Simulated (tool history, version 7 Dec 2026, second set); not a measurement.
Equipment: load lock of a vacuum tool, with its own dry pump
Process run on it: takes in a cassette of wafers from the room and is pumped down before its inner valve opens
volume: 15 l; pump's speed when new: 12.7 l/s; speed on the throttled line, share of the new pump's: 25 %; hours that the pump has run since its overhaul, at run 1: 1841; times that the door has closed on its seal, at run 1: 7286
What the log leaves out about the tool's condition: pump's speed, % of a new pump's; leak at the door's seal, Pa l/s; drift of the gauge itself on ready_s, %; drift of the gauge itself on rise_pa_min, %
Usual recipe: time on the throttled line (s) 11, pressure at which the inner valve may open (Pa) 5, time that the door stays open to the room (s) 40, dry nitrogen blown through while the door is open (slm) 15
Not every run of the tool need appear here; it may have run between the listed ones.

run    hour  time on the throttled line (s)  pressure at which the inner valve may open (Pa)  time that the door stays open to the room (s)  dry nitrogen blown through while the door is open (slm)  hours that the pump has run since its overhaul  times that the door has closed on its seal  incoming humidity of the room's air, %  time from the closed door until the inner valve may open (s)  rise of the pressure with all valves shut (Pa/min)
  1     0.0                              11                                                5                                             40                                                       15                                            1841                                        7286                                    43.4                                                          19.9                                               0.036
  2    68.8                              11                                                5                                             40                                                       15                                            1910                                        7488                                    44.9                                                          20.2                                               0.035
  3   173.3                              11                                                5                                             40                                                       15                                            2014                                        7794                                    45.1                                                          20.0                                               0.039
  4   276.0                              11                                                5                                             40                                                       15                                            2117                                        8095                                    43.5                                                          19.8                                               0.037
  5   387.8                              11                                                5                                             40                                                       15                                            2229                                        8422                                    44.3                                                          20.2                                               0.037
  6   483.3                              11                                                5                                             78                                                       15                                            2324                                        8702                                    45.0                                                          20.5                                               0.046
  7   552.5                              11                                                5                                             40                                                        8                                            2394                                        8905                                    45.2                                                          19.8                                               0.042
  8   621.3                              11                                                5                                             40                                                       15                                            2462                                        9106                                    40.1                                                          20.0                                               0.033
  9   737.8                              11                                                5                                             40                                                       15                                            2579                                        9447                                    45.4                                                          20.0                                               0.035
 10   819.4                              11                                                5                                             67                                                       15                                            2660                                        9687                                    41.5                                                          19.9                                               0.039
 11   920.2                              11                                                5                                             40                                                       15                                            2761                                        9982                                    43.0                                                          20.3                                               0.035
 12  1035.3                              11                                                5                                             40                                                       15                                            2876                                       10319                                    48.0                                                          20.3                                               0.040
 13  1106.0                              10                                                5                                             40                                                       15                                            2947                                       10526                                    45.5                                                          19.4                                               0.037
 14  1188.4                              11                                                8                                             40                                                       15                                            3029                                       10767                                    43.9                                                          19.7                                               0.037
 15  1279.3                              11                                                5                                             40                                                       15                                            3120                                       11034                                    48.5                                                          20.2                                               0.037
 16  1372.8                              11                                                5                                             40                                                       15                                            3214                                       11308                                    43.5                                                          20.2                                               0.033
 17  1492.0                              10                                                7                                             40                                                       27                                            3333                                       11657                                    42.8                                                          18.7                                               0.034

Run 18 has not been measured yet. What should we expect?
 18  1574.9                              10                                                7                                             40                                                       27                                            3416                                       11900                                    42.3                                                             ?                                                   ?

time from the closed door until the inner valve may open (s): 19.2
rise of the pressure with all valves shut (Pa/min): 0.028
Minus the tool's unlogged condition, the same run would have read time from the closed door until the inner valve may open (s) 19.2, rise of the pressure with all valves shut (Pa/min) 0.028.

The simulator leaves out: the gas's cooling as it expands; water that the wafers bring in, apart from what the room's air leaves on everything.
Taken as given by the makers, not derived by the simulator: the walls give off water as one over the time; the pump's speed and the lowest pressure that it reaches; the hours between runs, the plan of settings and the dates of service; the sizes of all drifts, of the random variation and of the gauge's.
